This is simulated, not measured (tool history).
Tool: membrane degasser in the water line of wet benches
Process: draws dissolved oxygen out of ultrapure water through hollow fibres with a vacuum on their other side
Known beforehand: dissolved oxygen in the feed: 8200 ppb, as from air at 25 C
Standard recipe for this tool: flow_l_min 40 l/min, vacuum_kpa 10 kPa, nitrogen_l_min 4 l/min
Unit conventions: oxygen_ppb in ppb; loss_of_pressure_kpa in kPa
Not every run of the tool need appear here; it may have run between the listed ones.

run,hour,flow_l_min,vacuum_kpa,nitrogen_l_min,oxygen_ppb,loss_of_pressure_kpa
1,0,40,10,4,168.9,30.31
2,63.7,40,10,4,169.9,30.23
3,143.3,40,10,4,168.4,30.41
4,220.1,40,10,4,170.7,30.22
5,268.8,40,18.7,4,361.5,30.32
6,356.4,40,18.7,4,364.7,30.13
7,441.1,40,18.7,4,364.1,30.37
8,498.3,40,18.7,4,365.9,30.51
9,566.3,40,18.7,4,369.7,30.56
10,613.6,40,18.7,4,365.2,30.35
11,660.9,40,10,4,170.8,30.35
12,746.1,40,10,11.31,68.5,30.57
13,815.5,40,10,8.91,84.6,30.52
14,890.5,40,10,8.91,85.6,30.46
15,967.4,40,10,8.91,84.9,30.59
16,1021.5,40,10,8.91,83.9,30.35
17,1092,40,10,8.91,85.8,30.34
18,1177.2,40,10,2.57,251,30.31
19,1237.1,24,14.4,1.7,360.7,18.53
20,1273.5,26,15.3,4,192,19.93
21,1315.4,44,10.8,5.74,153.5,33.73
22,1358.9,44,10.8,5.74,155,33.76
23,1438.6,40,10,6.03,121.4,30.74
24,1498,40,10,6.03,120.7,30.48
25,1569,51,19.5,6.03,342.1,39.22
26,1636.9,48,16,2.95,483.6,36.72
27,1693.3,25,13.3,11.33,57.6,19.09
28,1731.1,25,13.3,11.33,58,18.71
29,1796.8,45,24,11.33,216.3,34.61
30,1877.1,39,24,4.72,408.2,30.09
31,1935.4,31,14.9,9.73,96.4,23.98
32,1976.6,31,14.9,2.4,351.7,23.97

Branching from run 32: 4 alternative next runs. What would each branch give?
A,2039.1,48,17.9,9.86,?,?
B,2039.1,54,22.9,2.9,?,?
C,2039.1,31,14.9,1.8,?,?
D,2039.1,29,23,4,?,?

run,oxygen_ppb,loss_of_pressure_kpa
A,193.1,36.68
B,794.1,41.14
C,452.8,23.8
D,341,22.41
Without the tool's hidden state the same runs would have given:
run,oxygen_ppb,loss_of_pressure_kpa
A,185,35.46
B,775.5,39.77
C,437.7,23.01
D,332.1,21.68
